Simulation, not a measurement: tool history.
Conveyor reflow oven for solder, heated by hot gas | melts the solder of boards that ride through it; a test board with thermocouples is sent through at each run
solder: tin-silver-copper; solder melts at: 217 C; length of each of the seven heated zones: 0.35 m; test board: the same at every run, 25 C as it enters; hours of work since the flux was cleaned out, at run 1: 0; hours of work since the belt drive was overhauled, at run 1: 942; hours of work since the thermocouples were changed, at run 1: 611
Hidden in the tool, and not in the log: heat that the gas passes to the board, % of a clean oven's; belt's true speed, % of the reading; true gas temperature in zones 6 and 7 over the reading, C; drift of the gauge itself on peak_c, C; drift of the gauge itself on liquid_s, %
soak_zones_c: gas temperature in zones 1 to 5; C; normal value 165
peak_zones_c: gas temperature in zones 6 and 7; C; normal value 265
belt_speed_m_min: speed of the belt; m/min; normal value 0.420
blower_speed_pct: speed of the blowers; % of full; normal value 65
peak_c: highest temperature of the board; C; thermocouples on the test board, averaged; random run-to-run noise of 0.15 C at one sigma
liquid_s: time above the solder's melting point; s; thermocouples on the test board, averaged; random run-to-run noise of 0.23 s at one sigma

run	day	soak_zones_c	peak_zones_c	belt_speed_m_min	blower_speed_pct	hours of work since the flux was cleaned out	hours of work since the belt drive was overhauled	hours of work since the thermocouples were changed	peak_c	liquid_s
1	0.000	165	265	0.420	65	0	942	611	250.3	71.0
2	1.821	165	265	0.420	65	18	960	629	250.3	70.6
3	4.362	165	265	0.420	65	43	985	654	250.0	70.6
4	7.179	165	265	0.420	65	71	1013	682	250.1	70.2
5	9.404	165	265	0.420	65	93	1034	704	249.8	70.1
6	11.258	165	265	0.420	85	111	1053	722	253.7	75.8
# day 14.058: thermocouples of zones 6 and 7 changed
7	14.058	165	265	0.420	85	138	1080	0	251.8	74.1
# day 16.096: flux residue cleaned out of gas plates and filters
8	16.871	165	265	0.420	85	8	1105	26	253.7	76.6
9	19.500	165	265	0.420	85	34	1131	52	253.7	76.5
10	22.075	165	265	0.420	85	59	1157	77	253.2	76.3
# day 22.471: belt drive overhauled, speed set with a stopwatch
11	24.879	165	258	0.420	65	85	24	103	243.1	64.4
12	26.558	165	258	0.420	65	102	40	120	243.0	63.8
13	28.662	169	265	0.420	65	123	61	141	249.6	73.3
14	30.142	165	269	0.382	74	137	76	155	257.6	88.6
# day 32.250: flux residue cleaned out of gas plates and filters
15	33.050	157	269	0.471	74	8	103	182	251.1	61.8
16	35.500	172	254	0.471	57	32	127	206	236.0	48.6
17	37.733	165	257	0.495	57	54	149	228	235.1	41.0
# day 39.650: belt drive overhauled, speed set with a stopwatch, once more
18	39.708	180	265	0.420	65	72	1	246	251.1	76.1
19	42.417	165	257	0.420	65	99	27	273	241.3	57.9
20	44.438	165	257	0.420	65	119	47	293	241.0	57.9
21	47.300	165	265	0.420	71	147	76	321	249.1	68.1
# day 48.371: flux residue cleaned out of gas plates and filters
22	50.058	165	265	0.420	71	17	101	346	250.7	70.0
23	51.646	165	265	0.354	87	32	117	362	258.1	94.1
24	53.771	165	265	0.354	87	53	138	383	258.1	93.5

Here are 4 independent what-if runs from the current tool condition. What would each one return?
A	55.888	165	265	0.450	75	74	158	404	?	?
B	55.888	169	265	0.364	65	74	158	404	?	?
C	55.888	165	265	0.457	54	74	158	404	?	?
D	55.888	157	265	0.420	65	74	158	404	?	?

run	peak_c	liquid_s
A	248.9	63.1
B	253.9	87.3
C	241.8	51.8
D	247.4	62.2
Had the tool no hidden state, the same runs would have come out as:
run	peak_c	liquid_s
A	248.5	63.0
B	253.2	86.8
C	241.4	51.5
D	247.0	62.0
